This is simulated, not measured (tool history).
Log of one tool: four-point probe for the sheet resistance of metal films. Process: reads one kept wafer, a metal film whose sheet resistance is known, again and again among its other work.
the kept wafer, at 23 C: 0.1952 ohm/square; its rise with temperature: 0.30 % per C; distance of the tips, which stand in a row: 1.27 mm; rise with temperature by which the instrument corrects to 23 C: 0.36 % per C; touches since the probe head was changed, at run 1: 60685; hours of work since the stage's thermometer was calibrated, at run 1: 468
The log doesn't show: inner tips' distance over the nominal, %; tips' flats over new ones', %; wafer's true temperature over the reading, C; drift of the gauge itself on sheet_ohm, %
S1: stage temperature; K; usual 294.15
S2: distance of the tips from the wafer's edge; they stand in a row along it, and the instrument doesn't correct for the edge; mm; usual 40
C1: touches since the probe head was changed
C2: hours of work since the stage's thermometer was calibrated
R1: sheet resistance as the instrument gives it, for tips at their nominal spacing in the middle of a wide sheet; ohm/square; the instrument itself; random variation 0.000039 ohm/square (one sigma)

run 1 hour=0 | S1=294.15 S2=40 | C1=60685 C2=468 | R1=0.195561
run 2 hour=37.6 | S1=301.15 S2=40 | C1=62506 C2=498 | R1=0.194775
run 3 hour=61 | S1=301.15 S2=40 | C1=63645 C2=517 | R1=0.194794
run 4 hour=100.1 | S1=301.15 S2=5 | C1=65539 C2=548 | R1=0.201279
run 5 hour=129.8 | S1=292.15 S2=40 | C1=66978 C2=572 | R1=0.19584
run 6 hour=165.7 | S1=294.15 S2=40 | C1=68719 C2=600 | R1=0.195541
run 7 hour=203.8 | S1=294.15 S2=40 | C1=70567 C2=631 | R1=0.195557
run 8 hour=226.4 | S1=294.15 S2=40 | C1=71661 C2=649 | R1=0.19556
run 9 hour=245.1 | S1=294.15 S2=8 | C1=72568 C2=664 | R1=0.198027
run 10 hour=269 | S1=294.15 S2=8 | C1=73728 C2=683 | R1=0.198077
run 11 hour=301.7 | S1=294.15 S2=8 | C1=75314 C2=709 | R1=0.198055
run 12 hour=333.7 | S1=294.15 S2=8 | C1=76865 C2=734 | R1=0.198101
run 13 hour=372.6 | S1=294.15 S2=40 | C1=78748 C2=765 | R1=0.19549
run 14 hour=407.1 | S1=294.15 S2=40 | C1=80423 C2=793 | R1=0.195532
run 15 hour=433 | S1=294.15 S2=40 | C1=81678 C2=813 | R1=0.195496
run 16 hour=450.1 | S1=294.15 S2=40 | C1=82509 C2=827 | R1=0.195543
run 17 hour=481 | S1=294.15 S2=40 | C1=84004 C2=851 | R1=0.195514
run 18 hour=506.9 | S1=295.15 S2=40 | C1=85264 C2=872 | R1=0.195407
run 19 hour=531.8 | S1=295.15 S2=40 | C1=86469 C2=892 | R1=0.195437
run 20 hour=552.9 | S1=295.15 S2=40 | C1=87494 C2=909 | R1=0.195411
run 21 hour=586.3 | S1=295.15 S2=40 | C1=89113 C2=935 | R1=0.195407
run 22 hour=625.5 | S1=294.15 S2=40 | C1=91013 C2=967 | R1=0.195577
run 23 hour=651.2 | S1=297.15 S2=40 | C1=92259 C2=987 | R1=0.195256
run 24 hour=669.4 | S1=297.15 S2=40 | C1=93140 C2=1002 | R1=0.195231
run 25 hour=707.1 | S1=297.15 S2=40 | C1=94970 C2=1032 | R1=0.195207
run 26 hour=727.4 | S1=299.15 S2=10 | C1=95951 C2=1048 | R1=0.196585

Forecast run 27:
run 27 hour=755 | S1=294.15 S2=56 | C1=97293 C2=1070 | R1=?

R1: 0.195464 ohm/square
Without the tool's hidden state the same run would have given R1 0.195445 ohm/square.
